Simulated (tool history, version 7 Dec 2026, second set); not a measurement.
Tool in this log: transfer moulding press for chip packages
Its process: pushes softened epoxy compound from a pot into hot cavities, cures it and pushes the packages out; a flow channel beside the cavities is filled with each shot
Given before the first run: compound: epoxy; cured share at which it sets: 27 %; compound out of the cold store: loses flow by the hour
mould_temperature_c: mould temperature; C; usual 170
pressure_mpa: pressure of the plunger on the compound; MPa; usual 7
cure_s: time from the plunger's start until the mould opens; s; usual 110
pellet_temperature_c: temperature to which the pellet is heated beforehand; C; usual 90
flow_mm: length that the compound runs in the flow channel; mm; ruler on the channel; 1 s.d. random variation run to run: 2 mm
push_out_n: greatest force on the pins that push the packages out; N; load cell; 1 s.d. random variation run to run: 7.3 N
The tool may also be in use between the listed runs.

| run | hour | mould_temperature_c | pressure_mpa | cure_s | pellet_temperature_c | incoming compound's hours out of the cold store | flow_mm | push_out_n |
|---|---|---|---|---|---|---|---|---|
| 1 | 0 | 170 | 7 | 110 | 90 | 27.6 | 749 | 423 |
| 2 | 5.5 | 170 | 7.13 | 110 | 90 | 18.7 | 777 | 432 |
| 3 | 15.4 | 170 | 7.13 | 110 | 90 | 43.2 | 716 | 422 |
|  | 21 | cavities cleaned with cleaning compound and waxed |
| 4 | 26.4 | 170 | 7 | 110 | 90 | 28.6 | 740 | 492 |
| 5 | 32.3 | 170 | 7.15 | 110 | 90 | 26.6 | 752 | 506 |
|  | 37.5 | cavities cleaned with cleaning compound and waxed, once more |
| 6 | 42.1 | 170 | 7 | 110 | 90 | 33.5 | 726 | 310 |
| 7 | 51.9 | 170 | 7 | 110 | 90 | 37.3 | 724 | 336 |
| 8 | 61.4 | 170 | 5.35 | 110 | 90 | 18.5 | 669 | 335 |
| 9 | 71.9 | 170 | 5.35 | 110 | 90 | 9.4 | 687 | 370 |
| 10 | 82.4 | 170 | 5.35 | 110 | 90 | 14.8 | 679 | 376 |
| 11 | 87.8 | 170 | 7.33 | 110 | 90 | 39.6 | 728 | 406 |
| 12 | 96.7 | 170 | 7.33 | 110 | 90 | 24.3 | 765 | 392 |
| 13 | 105.1 | 170 | 8.72 | 110 | 90 | 37.1 | 797 | 409 |
| 14 | 114.5 | 163 | 7 | 110 | 90 | 39.6 | 720 | 598 |
|  | 121.3 | cavities cleaned with cleaning compound and waxed |
| 15 | 122.4 | 163 | 7 | 110 | 90 | 22 | 763 | 483 |
| 16 | 129.4 | 176 | 6.38 | 142 | 93 | 40.6 | 667 | 289 |
| 17 | 135.9 | 176 | 6.38 | 142 | 93 | 30 | 688 | 293 |
|  | 140.5 | plunger's sealing rings changed |
| 18 | 144.1 | 176 | 6.38 | 142 | 93 | 12.5 | 760 | 296 |
| 19 | 154.4 | 170 | 7.37 | 118 | 90 | 38.3 | 752 | 351 |
| 20 | 159.3 | 177 | 7 | 130 | 90 | 45.2 | 707 | 325 |
| 21 | 168.7 | 177 | 7 | 130 | 90 | 38.5 | 722 | 350 |
| 22 | 173.5 | 170 | 5.55 | 128 | 90 | 28.7 | 674 | 353 |
| 23 | 177.9 | 172 | 6.33 | 138 | 98 | 31.1 | 713 | 334 |
| 24 | 185.3 | 169 | 6.33 | 138 | 98 | 15.7 | 745 | 363 |
| 25 | 191.8 | 170 | 6.42 | 138 | 98 | 31.7 | 713 | 357 |
| 26 | 202.3 | 170 | 8.15 | 104 | 90 | 28.8 | 812 | 466 |
|  | 208.1 | cavities cleaned with cleaning compound and waxed |
| 27 | 214.2 | 170 | 7.58 | 110 | 90 | 38.8 | 760 | 330 |
| 28 | 223.5 | 175 | 5.22 | 121 | 90 | 23.2 | 655 | 311 |

3 options for the next run, each taken on its own from the tool as it stands now. Forecast them:
| A | 230.3 | 174 | 5.28 | 121 | 90 | 21.2 | ? | ? |
| B | 230.3 | 170 | 6.81 | 110 | 90 | 44.1 | ? | ? |
| C | 230.3 | 170 | 5.98 | 100 | 91 | 26.3 | ? | ? |

| run | flow_mm | push_out_n |
|---|---|---|
| A | 663 | 314 |
| B | 700 | 359 |
| C | 702 | 412 |
What these runs would have given with no unlogged condition in the tool:
| run | flow_mm | push_out_n |
|---|---|---|
| A | 669 | 270 |
| B | 706 | 306 |
| C | 708 | 351 |
